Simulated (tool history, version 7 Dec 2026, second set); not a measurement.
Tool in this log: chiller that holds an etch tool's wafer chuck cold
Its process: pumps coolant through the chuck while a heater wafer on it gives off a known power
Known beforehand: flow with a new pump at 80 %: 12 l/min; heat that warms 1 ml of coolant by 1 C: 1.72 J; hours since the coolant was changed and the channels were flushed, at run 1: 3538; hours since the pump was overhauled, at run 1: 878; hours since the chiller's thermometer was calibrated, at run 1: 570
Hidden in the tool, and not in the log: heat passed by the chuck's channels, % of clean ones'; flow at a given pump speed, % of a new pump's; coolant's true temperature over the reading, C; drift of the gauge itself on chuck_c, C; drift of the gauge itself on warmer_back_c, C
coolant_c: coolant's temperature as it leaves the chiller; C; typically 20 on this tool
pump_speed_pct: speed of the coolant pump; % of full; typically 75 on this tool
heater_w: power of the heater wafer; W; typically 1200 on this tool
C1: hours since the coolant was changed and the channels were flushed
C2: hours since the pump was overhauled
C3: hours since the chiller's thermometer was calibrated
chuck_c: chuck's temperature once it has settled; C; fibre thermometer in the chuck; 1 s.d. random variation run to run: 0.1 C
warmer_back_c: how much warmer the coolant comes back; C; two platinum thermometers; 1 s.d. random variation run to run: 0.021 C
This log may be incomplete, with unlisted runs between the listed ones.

Run 1, hour 0.0: usual settings; C1 3538; C2 878; C3 570. Result: chuck_c 33.3 C, warmer_back_c 3.79 C.
Run 2, hour 27.9: usual settings but pump_speed_pct 69 % of full; C1 3566; C2 906; C3 598. Result: chuck_c 34.1 C, warmer_back_c 4.16 C.
Run 3, hour 73.6: usual settings but pump_speed_pct 69 % of full; C1 3612; C2 952; C3 644. Result: chuck_c 34.2 C, warmer_back_c 4.16 C.
Run 4, hour 96.0: usual settings; C1 3634; C2 974; C3 666. Result: chuck_c 33.5 C, warmer_back_c 3.77 C.
Run 5, hour 127.3: usual settings but coolant_c 13 C; C1 3666; C2 1005; C3 698. Result: chuck_c 26.5 C, warmer_back_c 3.74 C.
Run 6, hour 166.5: usual settings; C1 3705; C2 1044; C3 737. Result: chuck_c 33.6 C, warmer_back_c 3.80 C.
Run 7, hour 212.8: usual settings; C1 3751; C2 1091; C3 783. Result: chuck_c 33.4 C, warmer_back_c 3.76 C.
Run 8, hour 236.7: usual settings but pump_speed_pct 76 % of full; C1 3775; C2 1115; C3 807. Result: chuck_c 33.5 C, warmer_back_c 3.75 C.
At hour 240.3: chiller's thermometer calibrated.
Run 9, hour 284.2: usual settings but pump_speed_pct 76 % of full, heater_w 694 W; C1 3822; C2 1161; C3 44. Result: chuck_c 27.9 C, warmer_back_c 2.18 C.
Run 10, hour 333.2: usual settings; C1 3871; C2 1210; C3 93. Result: chuck_c 33.7 C, warmer_back_c 3.76 C.
Run 11, hour 375.1: usual settings; C1 3913; C2 1252; C3 135. Result: chuck_c 33.7 C, warmer_back_c 3.78 C.
Run 12, hour 397.5: usual settings; C1 3935; C2 1274; C3 157. Result: chuck_c 33.7 C, warmer_back_c 3.80 C.
Run 13, hour 419.6: usual settings; C1 3957; C2 1297; C3 179. Result: chuck_c 33.7 C, warmer_back_c 3.78 C.
Run 14, hour 460.9: usual settings; C1 3998; C2 1338; C3 221. Result: chuck_c 33.9 C, warmer_back_c 3.79 C.
At hour 474.8: chiller's thermometer calibrated, once more.
Run 15, hour 489.6: usual settings but heater_w 1770 W; C1 4026; C2 1366; C3 15. Result: chuck_c 39.8 C, warmer_back_c 5.55 C.
Run 16, hour 528.3: usual settings but heater_w 1770 W; C1 4065; C2 1404; C3 54. Result: chuck_c 39.7 C, warmer_back_c 5.57 C.
Run 17, hour 550.0: usual settings but coolant_c 18 C, pump_speed_pct 83 % of full, heater_w 1005 W; C1 4086; C2 1426; C3 75. Result: chuck_c 28.5 C, warmer_back_c 2.85 C.
Run 18, hour 597.9: usual settings but coolant_c 23 C, pump_speed_pct 70 % of full; C1 4134; C2 1474; C3 123. Result: chuck_c 37.2 C, warmer_back_c 4.13 C.
Run 19, hour 647.3: usual settings but coolant_c 23 C, pump_speed_pct 70 % of full; C1 4184; C2 1523; C3 173. Result: chuck_c 37.2 C, warmer_back_c 4.14 C.
Run 20, hour 671.1: usual settings but coolant_c 23 C, pump_speed_pct 70 % of full; C1 4207; C2 1547; C3 196. Result: chuck_c 37.1 C, warmer_back_c 4.08 C.
Run 21, hour 709.4: usual settings but coolant_c 23 C, pump_speed_pct 70 % of full; C1 4246; C2 1585; C3 235. Result: chuck_c 37.4 C, warmer_back_c 4.11 C.
Run 22, hour 762.1: usual settings but pump_speed_pct 67 % of full, heater_w 1794 W; C1 4298; C2 1638; C3 287. Result: chuck_c 42.0 C, warmer_back_c 6.47 C.
Run 23, hour 794.1: usual settings but coolant_c 17 C, pump_speed_pct 61 % of full, heater_w 1080 W; C1 4330; C2 1670; C3 319. Result: chuck_c 30.9 C, warmer_back_c 4.31 C.
Run 24, hour 820.1: usual settings but pump_speed_pct 82 % of full, heater_w 863 W; C1 4356; C2 1696; C3 345. Result: chuck_c 29.2 C, warmer_back_c 2.45 C.
Run 25, hour 862.3: usual settings but coolant_c 10 C, pump_speed_pct 82 % of full, heater_w 1420 W; C1 4399; C2 1738; C3 388. Result: chuck_c 25.1 C, warmer_back_c 4.03 C.
Run 26, hour 909.1: usual settings but pump_speed_pct 87 % of full; C1 4446; C2 1785; C3 434. Result: chuck_c 32.3 C, warmer_back_c 3.21 C.
Run 27, hour 941.1: usual settings but coolant_c 26 C, pump_speed_pct 62 % of full, heater_w 1333 W; C1 4477; C2 1817; C3 466. Result: chuck_c 43.3 C, warmer_back_c 5.28 C.
Run 28, hour 972.2: usual settings; C1 4509; C2 1848; C3 497. Result: chuck_c 33.7 C, warmer_back_c 3.79 C.
Run 29, hour 1007.1: usual settings but coolant_c 22 C, pump_speed_pct 74 % of full, heater_w 884 W; C1 4543; C2 1883; C3 532. Result: chuck_c 32.1 C, warmer_back_c 2.82 C.
Run 30, hour 1033.8: usual settings but coolant_c 11 C, pump_speed_pct 81 % of full, heater_w 884 W; C1 4570; C2 1910; C3 559. Result: chuck_c 20.6 C, warmer_back_c 2.56 C.
Run 31, hour 1060.2: usual settings but coolant_c 16 C, pump_speed_pct 63 % of full, heater_w 884 W; C1 4597; C2 1936; C3 585. Result: chuck_c 27.5 C, warmer_back_c 3.42 C.

Predict each of these 5 candidate next runs independently; none follows another, all start after run 31:
Run A, hour 1089.7: usual settings but coolant_c 27 C, pump_speed_pct 96 % of full, heater_w 884 W; C1 4626; C2 1966; C3 615. Result: chuck_c ?, warmer_back_c ?.
Run B, hour 1089.7: usual settings but coolant_c 13 C, pump_speed_pct 88 % of full, heater_w 1746 W; C1 4626; C2 1966; C3 615. Result: chuck_c ?, warmer_back_c ?.
Run C, hour 1089.7: usual settings but coolant_c 16 C, pump_speed_pct 80 % of full, heater_w 1387 W; C1 4626; C2 1966; C3 615. Result: chuck_c ?, warmer_back_c ?.
Run D, hour 1089.7: usual settings but heater_w 818 W; C1 4626; C2 1966; C3 615. Result: chuck_c ?, warmer_back_c ?.
Run E, hour 1089.7: usual settings but coolant_c 14 C, pump_speed_pct 92 % of full; C1 4626; C2 1966; C3 615. Result: chuck_c ?, warmer_back_c ?.

run  chuck_c  warmer_back_c
  A     35.6           2.13
  B     30.9           4.60
  C     31.1           4.08
  D     29.4           2.58
  E     25.9           2.98
With the hidden condition removed and each run's random variation left untouched, the same runs would have given:
run  chuck_c  warmer_back_c
  A     34.7           2.10
  B     29.1           4.53
  C     29.6           4.02
  D     28.4           2.54
  E     24.6           2.94
